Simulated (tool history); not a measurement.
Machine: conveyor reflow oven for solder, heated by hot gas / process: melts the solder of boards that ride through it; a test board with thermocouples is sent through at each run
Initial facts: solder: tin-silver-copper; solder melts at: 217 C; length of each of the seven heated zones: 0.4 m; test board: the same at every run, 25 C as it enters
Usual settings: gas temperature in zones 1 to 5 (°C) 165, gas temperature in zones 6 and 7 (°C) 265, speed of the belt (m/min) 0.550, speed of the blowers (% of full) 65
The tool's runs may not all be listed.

run	hour	gas temperature in zones 1 to 5 (°C)	gas temperature in zones 6 and 7 (°C)	speed of the belt (m/min)	speed of the blowers (% of full)	highest temperature of the board (°C)	time above the solder's melting point (s)
1	0.0	165	265	0.550	65	250.17	60.81
# hour 18.7: flux residue cleaned out of gas plates and filters
2	33.0	165	267	0.550	65	252.10	62.53
3	69.7	165	267	0.550	65	252.09	62.39
4	88.5	165	265	0.550	65	250.34	61.03
5	108.8	165	265	0.550	65	250.30	60.92
6	142.6	165	265	0.550	65	250.18	60.87
7	172.5	165	265	0.550	65	250.18	60.93
8	204.7	165	253	0.533	65	240.45	53.67
9	229.2	165	253	0.533	65	240.43	53.73
10	252.2	165	253	0.649	74	237.36	39.39
11	287.3	165	253	0.649	74	237.32	39.33
# hour 291.7: thermocouples of zones 6 and 7 changed
12	309.9	166	261	0.550	88	252.15	65.10
13	337.0	166	261	0.550	88	252.06	65.17
14	372.9	160	261	0.550	88	251.43	62.51

Forecast each of these 4 alternatives for the next run:
A	407.1	165	265	0.518	54	?	?
B	407.1	168	261	0.550	58	?	?
C	407.1	160	261	0.488	67	?	?
D	407.1	165	278	0.585	85	?	?

run	highest temperature of the board (°C)	time above the solder's melting point (s)
A	248.35	62.21
B	244.88	56.23
C	249.89	68.27
D	265.69	67.92
Without the tool's unlogged condition, the same runs would have read:
run	highest temperature of the board (°C)	time above the solder's melting point (s)
A	248.36	62.22
B	244.89	56.25
C	249.91	68.28
D	265.71	67.93
